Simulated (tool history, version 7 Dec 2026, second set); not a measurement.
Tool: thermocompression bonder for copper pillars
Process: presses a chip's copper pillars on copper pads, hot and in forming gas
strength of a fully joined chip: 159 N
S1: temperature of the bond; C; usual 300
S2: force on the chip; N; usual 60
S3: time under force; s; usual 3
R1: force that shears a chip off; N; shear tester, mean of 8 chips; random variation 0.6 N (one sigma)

{"run": 1, "hour": 0.0, "S1": 300, "S2": 60, "S3": 3, "R1": 100.9}
{"run": 2, "hour": 9.9, "S1": 300, "S2": 78, "S3": 3, "R1": 119.4}
{"run": 3, "hour": 21.0, "S1": 300, "S2": 60, "S3": 3, "R1": 100.6}
{"run": 4, "hour": 31.3, "S1": 300, "S2": 60, "S3": 3, "R1": 100.4}
{"run": 5, "hour": 37.0, "S1": 300, "S2": 60, "S3": 3, "R1": 100.8}
{"run": 6, "hour": 43.7, "S1": 321, "S2": 60, "S3": 3, "R1": 116.0}
{"run": 7, "hour": 52.6, "S1": 316, "S2": 60, "S3": 3, "R1": 112.2}
{"run": 8, "hour": 60.0, "S1": 316, "S2": 60, "S3": 3, "R1": 111.7}
{"run": 9, "hour": 66.4, "S1": 300, "S2": 60, "S3": 4, "R1": 107.9}
{"hour": 69.1, "done": "heater calibrated with a thermocouple chip"}
{"run": 10, "hour": 78.8, "S1": 300, "S2": 60, "S3": 4, "R1": 107.7}
{"run": 11, "hour": 85.3, "S1": 288, "S2": 60, "S3": 3, "R1": 90.4}
{"run": 12, "hour": 94.5, "S1": 288, "S2": 60, "S3": 3, "R1": 89.9}
{"hour": 97.5, "done": "heater calibrated with a thermocouple chip, once more"}
{"run": 13, "hour": 103.0, "S1": 288, "S2": 60, "S3": 3, "R1": 90.5}
{"run": 14, "hour": 111.4, "S1": 288, "S2": 60, "S3": 3, "R1": 90.4}
{"run": 15, "hour": 121.6, "S1": 300, "S2": 60, "S3": 3, "R1": 99.0}
{"hour": 130.0, "done": "forming gas filter changed"}
{"run": 16, "hour": 130.3, "S1": 300, "S2": 60, "S3": 3, "R1": 109.5}
{"run": 17, "hour": 139.6, "S1": 277, "S2": 37, "S3": 2, "R1": 45.4}
{"run": 18, "hour": 148.6, "S1": 303, "S2": 37, "S3": 3, "R1": 72.0}

The next listed run, before its measurement:
{"run": 19, "hour": 157.3, "S1": 311, "S2": 85, "S3": 3, "R1": "?"}

R1: 144.3 N
Without the tool's hidden state the same run would have given R1 145.0 N.
